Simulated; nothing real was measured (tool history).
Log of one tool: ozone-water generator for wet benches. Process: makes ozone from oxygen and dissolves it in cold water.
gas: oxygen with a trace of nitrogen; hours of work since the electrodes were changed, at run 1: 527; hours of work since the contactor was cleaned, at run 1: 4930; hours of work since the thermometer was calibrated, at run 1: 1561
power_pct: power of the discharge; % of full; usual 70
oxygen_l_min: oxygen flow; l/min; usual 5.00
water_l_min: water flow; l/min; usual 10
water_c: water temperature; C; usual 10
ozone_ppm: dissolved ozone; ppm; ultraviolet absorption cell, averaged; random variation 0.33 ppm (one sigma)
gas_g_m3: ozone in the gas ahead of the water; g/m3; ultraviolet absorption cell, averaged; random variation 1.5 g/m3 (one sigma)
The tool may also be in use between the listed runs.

run	hour	power_pct	oxygen_l_min	water_l_min	water_c	hours of work since the electrodes were changed	hours of work since the contactor was cleaned	hours of work since the thermometer was calibrated	ozone_ppm	gas_g_m3
1	0.0	70	5.00	10	10	527	4930	1561	49.8	273.4
2	21.9	70	5.00	10	10	542	4944	1576	50.0	270.3
3	58.6	70	5.00	10	10	566	4969	1600	50.3	271.3
4	75.1	62	5.00	10	10	577	4980	1611	44.6	244.2
5	104.9	70	5.00	10	10	597	4999	1630	50.0	270.3
# hour 108.7: water thermometer calibrated
6	126.3	70	5.00	10	10	610	5013	12	49.6	268.7
7	153.7	70	5.00	10	10	629	5031	30	49.7	272.3
8	191.1	70	5.00	10	10	653	5056	54	50.0	270.9
# hour 218.2: water thermometer calibrated, once more
9	223.9	70	5.00	10	10	675	5077	4	49.6	270.6
10	251.4	69	3.41	10	16	693	5095	22	46.6	336.4
11	282.6	70	5.00	10	5	713	5116	43	54.7	271.7
12	302.4	62	3.80	7	15	726	5129	56	54.1	287.4
13	319.1	63	5.24	15	7	737	5140	67	34.0	240.2

How the hidden state differs across the entries between the runs, from the last listed run before each to the first after it:
Between runs 5 and 6: water thermometer calibrated (hour 108.7)
  yield of the discharge, % of new electrodes': 98.7 -> 98.6; contactor's efficiency, % of a clean one's: 91.4 -> 91.3; true water temperature over the reading, C: 0.2 -> 0.25
  measured less the result without the state, ozone_ppm: -2.6 -> -2.6 ppm; gas_g_m3: -3.6 -> -3.7 g/m3
Between runs 8 and 9: water thermometer calibrated, once more (hour 218.2)
  yield of the discharge, % of new electrodes': 98.6 -> 98.5; true water temperature over the reading, C: 0.26 -> -0.12
  measured less the result without the state, ozone_ppm: -2.7 -> -2.4 ppm; gas_g_m3: -4.0 -> -4.1 g/m3
